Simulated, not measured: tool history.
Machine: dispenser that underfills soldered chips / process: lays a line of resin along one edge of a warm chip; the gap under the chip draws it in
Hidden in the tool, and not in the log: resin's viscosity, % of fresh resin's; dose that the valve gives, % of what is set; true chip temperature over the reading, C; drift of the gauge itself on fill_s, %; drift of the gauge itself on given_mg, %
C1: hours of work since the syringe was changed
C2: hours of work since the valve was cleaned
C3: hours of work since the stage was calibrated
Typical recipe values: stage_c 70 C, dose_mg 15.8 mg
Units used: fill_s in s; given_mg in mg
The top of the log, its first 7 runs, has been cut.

Run 8, hour 77.6: usual settings but dose_mg 16.6 mg; C1 5; C2 18; C3 191. Result: fill_s 24.7 s, given_mg 16.23 mg.
At hour 81.4: new syringe of resin.
Run 9, hour 84.9: usual settings but dose_mg 16.6 mg; C1 3; C2 23; C3 196. Result: fill_s 21.3 s, given_mg 16.19 mg.
At hour 92.0: new syringe of resin.
Run 10, hour 98.3: usual settings but dose_mg 16.6 mg; C1 5; C2 32; C3 205. Result: fill_s 24.1 s, given_mg 16.24 mg.
At hour 103.3: new syringe of resin.
Run 11, hour 113.1: usual settings but dose_mg 16.1 mg; C1 7; C2 43; C3 216. Result: fill_s 28.1 s, given_mg 15.60 mg.
At hour 114.4: new syringe of resin.
At hour 125.5: new syringe of resin.
Run 12, hour 125.7: usual settings but dose_mg 16.1 mg; C1 0; C2 52; C3 225. Result: fill_s 19.1 s, given_mg 15.45 mg.
Run 13, hour 132.4: usual settings but dose_mg 16.1 mg; C1 5; C2 56; C3 229. Result: fill_s 24.9 s, given_mg 15.43 mg.
At hour 136.3: new syringe of resin.
Run 14, hour 142.9: usual settings but dose_mg 16.1 mg; C1 5; C2 64; C3 237. Result: fill_s 23.8 s, given_mg 15.39 mg.
At hour 148.2: new syringe of resin.
Run 15, hour 150.9: usual settings but dose_mg 16.1 mg; C1 2; C2 69; C3 242. Result: fill_s 20.9 s, given_mg 15.29 mg.
At hour 158.6: new syringe of resin.
Run 16, hour 159.4: usual settings but dose_mg 16.1 mg; C1 1; C2 75; C3 248. Result: fill_s 19.6 s, given_mg 15.14 mg.
At hour 169.0: new syringe of resin.
Run 17, hour 174.3: usual settings but dose_mg 18.5 mg; C1 4; C2 86; C3 259. Result: fill_s 24.0 s, given_mg 17.39 mg.
At hour 180.2: new syringe of resin.
Run 18, hour 186.5: usual settings but dose_mg 18.5 mg; C1 5; C2 94; C3 267. Result: fill_s 24.2 s, given_mg 17.20 mg.
At hour 191.1: new syringe of resin.
At hour 201.5: dispensing valve cleaned and set on the balance.
At hour 203.7: new syringe of resin.
Run 19, hour 203.9: usual settings but stage_c 66 C, dose_mg 18.4 mg; C1 0; C2 2; C3 279. Result: fill_s 22.7 s, given_mg 18.34 mg.
At hour 214.3: new syringe of resin.
Run 20, hour 217.7: usual settings but stage_c 73 C, dose_mg 20.2 mg; C1 2; C2 11; C3 289. Result: fill_s 18.4 s, given_mg 20.01 mg.
At hour 225.3: new syringe of resin.
Run 21, hour 229.8: usual settings but stage_c 76 C, dose_mg 14.4 mg; C1 3; C2 20; C3 297. Result: fill_s 18.8 s, given_mg 14.20 mg.
At hour 235.7: new syringe of resin.
Run 22, hour 244.7: usual settings but stage_c 85 C, dose_mg 14.0 mg; C1 7; C2 30; C3 308. Result: fill_s 14.8 s, given_mg 13.73 mg.
At hour 246.4: new syringe of resin.
At hour 256.9: new syringe of resin.
Run 23, hour 258.1: usual settings but stage_c 55 C, dose_mg 17.0 mg; C1 1; C2 40; C3 317. Result: fill_s 39.7 s, given_mg 16.60 mg.
At hour 268.4: new syringe of resin.
Run 24, hour 271.9: usual settings but stage_c 55 C, dose_mg 14.5 mg; C1 3; C2 49; C3 327. Result: fill_s 45.8 s, given_mg 13.97 mg.
At hour 279.5: new syringe of resin.
Run 25, hour 279.6: usual settings but stage_c 76 C, dose_mg 14.9 mg; C1 0; C2 55; C3 332. Result: fill_s 14.7 s, given_mg 14.44 mg.
At hour 291.0: new syringe of resin.
Run 26, hour 295.3: usual settings but stage_c 76 C, dose_mg 14.9 mg; C1 3; C2 66; C3 343. Result: fill_s 17.6 s, given_mg 14.26 mg.
At hour 301.4: new syringe of resin.
Run 27, hour 305.9: usual settings but stage_c 76 C, dose_mg 14.9 mg; C1 3; C2 73; C3 351. Result: fill_s 18.2 s, given_mg 14.22 mg.
At hour 312.5: new syringe of resin.
Run 28, hour 315.0: usual settings but stage_c 76 C, dose_mg 14.9 mg; C1 2; C2 80; C3 357. Result: fill_s 16.5 s, given_mg 14.09 mg.

Run 29 has not been measured yet. What should we expect?
At hour 324.0: new syringe of resin.
Run 29, hour 331.1: usual settings; C1 5; C2 91; C3 369. Result: fill_s ?, given_mg ?.

fill_s: 26.2 s
given_mg: 14.75 mg
The same run, on a tool lacking any hidden state, would have yielded fill_s 17.3 s, given_mg 15.70 mg.
